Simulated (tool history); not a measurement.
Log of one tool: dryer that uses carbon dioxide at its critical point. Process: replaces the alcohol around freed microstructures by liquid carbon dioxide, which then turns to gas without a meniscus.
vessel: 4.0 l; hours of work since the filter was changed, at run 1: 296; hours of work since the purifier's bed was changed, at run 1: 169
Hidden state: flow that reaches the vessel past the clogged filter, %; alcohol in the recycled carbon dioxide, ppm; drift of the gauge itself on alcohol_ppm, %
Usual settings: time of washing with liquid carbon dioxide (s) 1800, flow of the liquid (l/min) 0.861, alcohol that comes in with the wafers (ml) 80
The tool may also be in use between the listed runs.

| run | hour | time of washing with liquid carbon dioxide (s) | flow of the liquid (l/min) | alcohol that comes in with the wafers (ml) | hours of work since the filter was changed | hours of work since the purifier's bed was changed | alcohol left in the vessel before it's heated (ppm by volume) |
|---|---|---|---|---|---|---|---|
| 1 | 0 | 1800 | 0.861 | 80 | 296 | 169 | 317 |
| 2 | 19.9 | 1800 | 0.861 | 80 | 302 | 175 | 317 |
| 3 | 52.6 | 1800 | 0.861 | 80 | 313 | 186 | 340 |
| 4 | 88.1 | 1800 | 0.861 | 80 | 325 | 198 | 333 |
| 5 | 105.4 | 1800 | 0.861 | 80 | 331 | 204 | 341 |
| 6 | 126.8 | 1800 | 0.861 | 48 | 338 | 211 | 236 |
| 7 | 149.9 | 1800 | 0.861 | 48 | 345 | 219 | 259 |
| 8 | 176.2 | 1800 | 0.861 | 80 | 354 | 227 | 349 |
| 9 | 194.5 | 1800 | 0.861 | 80 | 360 | 233 | 367 |
| 10 | 233.1 | 1800 | 0.861 | 80 | 373 | 246 | 364 |
| 11 | 271.9 | 1800 | 0.861 | 80 | 386 | 259 | 380 |
| 12 | 292 | 1800 | 0.861 | 80 | 393 | 266 | 384 |
| 13 | 314.2 | 1800 | 0.861 | 80 | 400 | 273 | 395 |
| 14 | 339.3 | 1800 | 0.861 | 80 | 408 | 282 | 405 |
| 15 | 359.2 | 1800 | 0.861 | 80 | 415 | 288 | 407 |
| 16 | 384.8 | 1500 | 0.861 | 80 | 423 | 297 | 701 |
| 17 | 403 | 1800 | 0.861 | 80 | 429 | 303 | 414 |
| 18 | 435.4 | 1800 | 0.861 | 80 | 440 | 313 | 425 |
| 19 | 469 | 1800 | 0.861 | 80 | 451 | 325 | 436 |
| 20 | 489.4 | 1320 | 0.861 | 80 | 458 | 331 | 1058 |
| 21 | 509.8 | 1320 | 0.861 | 80 | 465 | 338 | 1083 |
| 22 | 540.6 | 1800 | 0.861 | 80 | 475 | 348 | 452 |
| 23 | 566.5 | 1800 | 0.861 | 80 | 484 | 357 | 449 |
| 24 | 590.6 | 1800 | 0.861 | 80 | 492 | 365 | 473 |
| 25 | 616.2 | 1800 | 0.861 | 80 | 500 | 374 | 465 |
| 26 | 635.7 | 1320 | 1.286 | 66 | 507 | 380 | 329 |
| 27 | 663.3 | 2820 | 0.914 | 80 | 516 | 389 | 187 |
| 28 | 687.5 | 2820 | 0.914 | 80 | 524 | 397 | 183 |
|  | 695.5 | inlet filter changed |
| 29 | 713.5 | 2820 | 0.914 | 80 | 6 | 406 | 173 |
| 30 | 751.3 | 1800 | 0.835 | 27 | 19 | 418 | 244 |
| 31 | 791 | 1800 | 0.835 | 83 | 32 | 431 | 369 |
| 32 | 818.3 | 2760 | 1.44 | 25 | 41 | 440 | 184 |
| 33 | 854.7 | 1500 | 0.861 | 92 | 53 | 453 | 608 |
| 34 | 878.4 | 2760 | 0.782 | 80 | 61 | 460 | 217 |
| 35 | 914.9 | 2460 | 0.861 | 80 | 73 | 473 | 216 |
| 36 | 945.7 | 1140 | 0.793 | 63 | 83 | 483 | 1211 |
| 37 | 971.2 | 2100 | 1.105 | 33 | 92 | 491 | 206 |
| 38 | 992.4 | 1800 | 0.861 | 119 | 99 | 498 | 463 |
| 39 | 1030.6 | 1800 | 1.343 | 66 | 111 | 511 | 211 |
| 40 | 1048.5 | 1740 | 0.792 | 30 | 117 | 517 | 329 |
| 41 | 1087.8 | 2880 | 0.861 | 63 | 130 | 530 | 213 |
| 42 | 1120.8 | 2280 | 1.002 | 43 | 141 | 541 | 230 |
| 43 | 1157.6 | 1800 | 0.861 | 40 | 154 | 553 | 318 |
| 44 | 1193.8 | 1800 | 0.546 | 31 | 166 | 565 | 683 |
| 45 | 1221.9 | 1800 | 0.546 | 31 | 175 | 575 | 670 |
| 46 | 1260.5 | 1320 | 0.605 | 31 | 188 | 587 | 975 |
| 47 | 1277.6 | 2640 | 0.861 | 20 | 193 | 593 | 241 |

Forecast each of these 4 alternatives for the next run:
| A | 1315.7 | 2100 | 1.415 | 21 | 206 | 606 | ? |
| B | 1315.7 | 1920 | 0.861 | 93 | 206 | 606 | ? |
| C | 1315.7 | 2160 | 0.946 | 30 | 206 | 606 | ? |
| D | 1315.7 | 2400 | 0.861 | 115 | 206 | 606 | ? |

| run | alcohol left in the vessel before it's heated (ppm by volume) |
|---|---|
| A | 236 |
| B | 435 |
| C | 267 |
| D | 307 |
Without the tool's hidden state the same runs would have given:
| run | alcohol left in the vessel before it's heated (ppm by volume) |
|---|---|
| A | 3 |
| B | 143 |
| C | 25 |
| D | 50 |
